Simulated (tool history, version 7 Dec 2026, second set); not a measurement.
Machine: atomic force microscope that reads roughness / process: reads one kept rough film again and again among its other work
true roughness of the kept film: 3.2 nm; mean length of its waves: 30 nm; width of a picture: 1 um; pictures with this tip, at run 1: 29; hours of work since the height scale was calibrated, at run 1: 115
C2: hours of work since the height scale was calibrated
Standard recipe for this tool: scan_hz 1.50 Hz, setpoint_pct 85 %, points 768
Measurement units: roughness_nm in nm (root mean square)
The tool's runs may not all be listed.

{"run": 1, "hour": 0.0, "scan_hz": 1.5, "setpoint_pct": 85, "points": 768, "pictures with this tip": 29, "C2": 115, "roughness_nm": 2.408}
{"run": 2, "hour": 7.1, "scan_hz": 1.5, "setpoint_pct": 85, "points": 487, "pictures with this tip": 39, "C2": 118, "roughness_nm": 2.37}
{"run": 3, "hour": 19.8, "scan_hz": 1.5, "setpoint_pct": 85, "points": 487, "pictures with this tip": 58, "C2": 124, "roughness_nm": 2.307}
{"run": 4, "hour": 29.3, "scan_hz": 1.5, "setpoint_pct": 85, "points": 487, "pictures with this tip": 71, "C2": 128, "roughness_nm": 2.255}
{"run": 5, "hour": 38.8, "scan_hz": 1.5, "setpoint_pct": 85, "points": 487, "pictures with this tip": 85, "C2": 132, "roughness_nm": 2.229}
{"run": 6, "hour": 50.4, "scan_hz": 1.5, "setpoint_pct": 85, "points": 507, "pictures with this tip": 102, "C2": 137, "roughness_nm": 2.201}
{"run": 7, "hour": 56.1, "scan_hz": 1.5, "setpoint_pct": 85, "points": 768, "pictures with this tip": 110, "C2": 140, "roughness_nm": 2.196}
{"run": 8, "hour": 67.7, "scan_hz": 1.5, "setpoint_pct": 85, "points": 768, "pictures with this tip": 127, "C2": 145, "roughness_nm": 2.141}
{"run": 9, "hour": 78.6, "scan_hz": 1.5, "setpoint_pct": 85, "points": 768, "pictures with this tip": 142, "C2": 150, "roughness_nm": 2.103}
{"run": 10, "hour": 91.4, "scan_hz": 1.5, "setpoint_pct": 85, "points": 768, "pictures with this tip": 161, "C2": 156, "roughness_nm": 2.062}
{"run": 11, "hour": 100.2, "scan_hz": 1.5, "setpoint_pct": 80, "points": 768, "pictures with this tip": 174, "C2": 160, "roughness_nm": 2.093}
{"run": 12, "hour": 108.5, "scan_hz": 0.78, "setpoint_pct": 85, "points": 768, "pictures with this tip": 186, "C2": 164, "roughness_nm": 2.135}
{"run": 13, "hour": 114.8, "scan_hz": 3.39, "setpoint_pct": 85, "points": 768, "pictures with this tip": 195, "C2": 166, "roughness_nm": 1.692}
{"run": 14, "hour": 121.4, "scan_hz": 1.5, "setpoint_pct": 85, "points": 768, "pictures with this tip": 204, "C2": 169, "roughness_nm": 1.975}
{"run": 15, "hour": 129.0, "scan_hz": 1.5, "setpoint_pct": 63, "points": 768, "pictures with this tip": 215, "C2": 173, "roughness_nm": 2.153}
{"run": 16, "hour": 141.3, "scan_hz": 1.5, "setpoint_pct": 63, "points": 768, "pictures with this tip": 233, "C2": 178, "roughness_nm": 2.124}
{"hour": 150.1, "done": "new tip fitted"}
{"run": 17, "hour": 150.1, "scan_hz": 1.5, "setpoint_pct": 85, "points": 389, "pictures with this tip": 0, "C2": 182, "roughness_nm": 2.487}
{"run": 18, "hour": 162.3, "scan_hz": 1.5, "setpoint_pct": 85, "points": 768, "pictures with this tip": 17, "C2": 188, "roughness_nm": 2.437}
{"run": 19, "hour": 172.4, "scan_hz": 1.5, "setpoint_pct": 85, "points": 768, "pictures with this tip": 32, "C2": 192, "roughness_nm": 2.395}
{"run": 20, "hour": 181.7, "scan_hz": 0.54, "setpoint_pct": 85, "points": 768, "pictures with this tip": 45, "C2": 196, "roughness_nm": 2.594}
{"run": 21, "hour": 188.3, "scan_hz": 0.54, "setpoint_pct": 65, "points": 768, "pictures with this tip": 55, "C2": 199, "roughness_nm": 2.676}
{"run": 22, "hour": 196.0, "scan_hz": 0.54, "setpoint_pct": 65, "points": 768, "pictures with this tip": 66, "C2": 203, "roughness_nm": 2.592}
{"hour": 198.0, "done": "height scale calibrated on a step standard"}
{"run": 23, "hour": 204.0, "scan_hz": 0.54, "setpoint_pct": 65, "points": 768, "pictures with this tip": 76, "C2": 3, "roughness_nm": 2.589}
{"hour": 217.5, "done": "height scale calibrated on a step standard, once more"}
{"run": 24, "hour": 217.9, "scan_hz": 1.5, "setpoint_pct": 85, "points": 768, "pictures with this tip": 95, "C2": 0, "roughness_nm": 2.248}
{"run": 25, "hour": 228.5, "scan_hz": 2.4, "setpoint_pct": 85, "points": 519, "pictures with this tip": 110, "C2": 5, "roughness_nm": 2.023}
{"run": 26, "hour": 236.1, "scan_hz": 1.2, "setpoint_pct": 67, "points": 519, "pictures with this tip": 121, "C2": 8, "roughness_nm": 2.409}
{"run": 27, "hour": 242.7, "scan_hz": 3.86, "setpoint_pct": 62, "points": 515, "pictures with this tip": 130, "C2": 11, "roughness_nm": 2.231}
{"run": 28, "hour": 254.1, "scan_hz": 1.07, "setpoint_pct": 66, "points": 404, "pictures with this tip": 147, "C2": 17, "roughness_nm": 2.331}
{"run": 29, "hour": 262.5, "scan_hz": 1.07, "setpoint_pct": 66, "points": 404, "pictures with this tip": 159, "C2": 20, "roughness_nm": 2.306}
{"run": 30, "hour": 268.3, "scan_hz": 2.1, "setpoint_pct": 68, "points": 544, "pictures with this tip": 167, "C2": 23, "roughness_nm": 2.206}
{"run": 31, "hour": 274.4, "scan_hz": 1.5, "setpoint_pct": 85, "points": 486, "pictures with this tip": 176, "C2": 26, "roughness_nm": 2.063}
{"run": 32, "hour": 285.0, "scan_hz": 1.5, "setpoint_pct": 85, "points": 674, "pictures with this tip": 191, "C2": 30, "roughness_nm": 2.018}
{"run": 33, "hour": 298.1, "scan_hz": 1.5, "setpoint_pct": 85, "points": 674, "pictures with this tip": 210, "C2": 36, "roughness_nm": 1.988}
{"run": 34, "hour": 311.1, "scan_hz": 1.5, "setpoint_pct": 74, "points": 289, "pictures with this tip": 229, "C2": 42, "roughness_nm": 2.044}
{"run": 35, "hour": 317.0, "scan_hz": 0.69, "setpoint_pct": 74, "points": 289, "pictures with this tip": 237, "C2": 45, "roughness_nm": 2.119}
{"hour": 322.6, "done": "new tip fitted"}
{"run": 36, "hour": 323.4, "scan_hz": 1.32, "setpoint_pct": 64, "points": 289, "pictures with this tip": 1, "C2": 48, "roughness_nm": 2.758}
{"run": 37, "hour": 333.6, "scan_hz": 1.95, "setpoint_pct": 80, "points": 690, "pictures with this tip": 16, "C2": 52, "roughness_nm": 2.461}
{"run": 38, "hour": 341.4, "scan_hz": 1.95, "setpoint_pct": 80, "points": 690, "pictures with this tip": 27, "C2": 56, "roughness_nm": 2.39}
{"run": 39, "hour": 353.8, "scan_hz": 2.45, "setpoint_pct": 83, "points": 343, "pictures with this tip": 45, "C2": 61, "roughness_nm": 2.191}
{"run": 40, "hour": 363.8, "scan_hz": 2.96, "setpoint_pct": 62, "points": 768, "pictures with this tip": 59, "C2": 66, "roughness_nm": 2.479}
{"run": 41, "hour": 375.0, "scan_hz": 2.96, "setpoint_pct": 62, "points": 768, "pictures with this tip": 75, "C2": 71, "roughness_nm": 2.439}
{"run": 42, "hour": 382.8, "scan_hz": 2.9, "setpoint_pct": 85, "points": 526, "pictures with this tip": 87, "C2": 74, "roughness_nm": 2.002}
{"run": 43, "hour": 395.0, "scan_hz": 2.9, "setpoint_pct": 85, "points": 526, "pictures with this tip": 104, "C2": 80, "roughness_nm": 1.952}
{"run": 44, "hour": 406.5, "scan_hz": 0.6, "setpoint_pct": 79, "points": 400, "pictures with this tip": 121, "C2": 85, "roughness_nm": 2.4}
{"run": 45, "hour": 414.1, "scan_hz": 0.6, "setpoint_pct": 79, "points": 400, "pictures with this tip": 132, "C2": 89, "roughness_nm": 2.368}
{"run": 46, "hour": 423.6, "scan_hz": 0.6, "setpoint_pct": 79, "points": 400, "pictures with this tip": 145, "C2": 93, "roughness_nm": 2.349}
{"run": 47, "hour": 430.8, "scan_hz": 3.67, "setpoint_pct": 85, "points": 768, "pictures with this tip": 156, "C2": 96, "roughness_nm": 1.754}

4 options for the next run, each taken on its own from the tool as it stands now. Forecast them:
{"run": "A", "hour": 443.1, "scan_hz": 1.5, "setpoint_pct": 85, "points": 388, "pictures with this tip": 173, "C2": 102, "roughness_nm": "?"}
{"run": "B", "hour": 443.1, "scan_hz": 1.43, "setpoint_pct": 85, "points": 802, "pictures with this tip": 173, "C2": 102, "roughness_nm": "?"}
{"run": "C", "hour": 443.1, "scan_hz": 3.67, "setpoint_pct": 78, "points": 768, "pictures with this tip": 173, "C2": 102, "roughness_nm": "?"}
{"run": "D", "hour": 443.1, "scan_hz": 1.0, "setpoint_pct": 66, "points": 768, "pictures with this tip": 173, "C2": 102, "roughness_nm": "?"}

run=A roughness_nm=2.054
run=B roughness_nm=2.069
run=C roughness_nm=1.864
run=D roughness_nm=2.287
The same runs, with their run-to-run variation unchanged, on a tool lacking any hidden condition would have given:
run=A roughness_nm=2.504
run=B roughness_nm=2.523
run=C roughness_nm=2.274
run=D roughness_nm=2.788
